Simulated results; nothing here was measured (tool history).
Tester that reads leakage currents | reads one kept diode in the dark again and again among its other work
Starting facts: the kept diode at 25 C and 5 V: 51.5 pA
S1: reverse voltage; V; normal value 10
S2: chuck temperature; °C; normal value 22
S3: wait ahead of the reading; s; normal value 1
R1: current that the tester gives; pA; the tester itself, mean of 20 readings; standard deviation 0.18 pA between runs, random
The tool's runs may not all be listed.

run    hour    S1  S2    S3      R1
  1       0    10  22     1    73.6
         48  -- chuck's temperature calibrated
  2   116.6    10  22     1   75.29
  3   290.3    10  22     1   76.59
  4   460.7   6.7  22     1   60.85
      540.9  -- tester calibrated
  5   628.9   6.7  22     1   62.45
      734.8  -- chuck's temperature calibrated, once more
  6   810.5   6.7  22     1   57.43
  7   960.9   6.7  22     1   58.29
  8  1084.4   6.7  22     1   58.74
  9  1228.8   6.7  22     1   59.41
 10  1360.6   6.7  34     1  149.32
 11  1478.7   6.7  34     1  149.77
 12  1592.2   6.7  34     1  149.43
 13  1744.2   6.7  34     1  150.54
     1830.4  -- probe card cleaned and baked
 14  1863.6   6.7  34     1  137.91
 15  2041.9   6.7  34     1  138.71
 16  2134.6   6.7  34     1  139.65
 17  2276.1   6.7  34     1  140.32
 18  2360.8   6.7  34     1  141.56
 19  2559.2   6.7  34     1  142.82
 20  2662.2   3.5  24  2.82   42.97
 21  2803.2   4.5  30  0.52   84.85
 22  2957.5   4.5  30  0.52   86.15
 23  3057.1   4.5  30  0.52   86.57
     3190.5  -- chuck's temperature calibrated
 24  3233.7   4.5  30  0.52   82.37
 25  3317.9     3  28  0.52   56.81
 26  3515.6     3  28  0.52   57.12
 27  3617.6   1.1  50  2.33  214.09
 28  3715.3   3.6  50  2.33  377.02
 29  3829.8   3.6  50  2.33  379.75
 30    3992  19.3  50  2.33  870.63
 31  4165.6   5.7  43  1.33  276.06
 32  4328.1    10  22  5.26   67.88
 33  4461.5    10  23  1.45   75.34
 34  4664.6    10  23  1.45   76.47
     4729.4  -- tester calibrated
 35  4813.9    10  23  0.85   80.29
 36  4958.2    10  23  0.85   81.39
 37  5072.1    10  23  0.85   82.28
 38  5217.4    10  23  0.85   82.78

What if the next run were any one of these 3? Each begins from the tool's condition after run 38:
  A  5398    10  37     1   ?
  B  5398  14.5  22     1   ?
  C  5398    10  45  0.85   ?

run      R1
  A  241.18
  B   98.07
  C  451.43
Take away the tool's hidden state, keep each run's random variation, and the runs would have read:
run      R1
  A  211.97
  B   70.18
  C  410.96

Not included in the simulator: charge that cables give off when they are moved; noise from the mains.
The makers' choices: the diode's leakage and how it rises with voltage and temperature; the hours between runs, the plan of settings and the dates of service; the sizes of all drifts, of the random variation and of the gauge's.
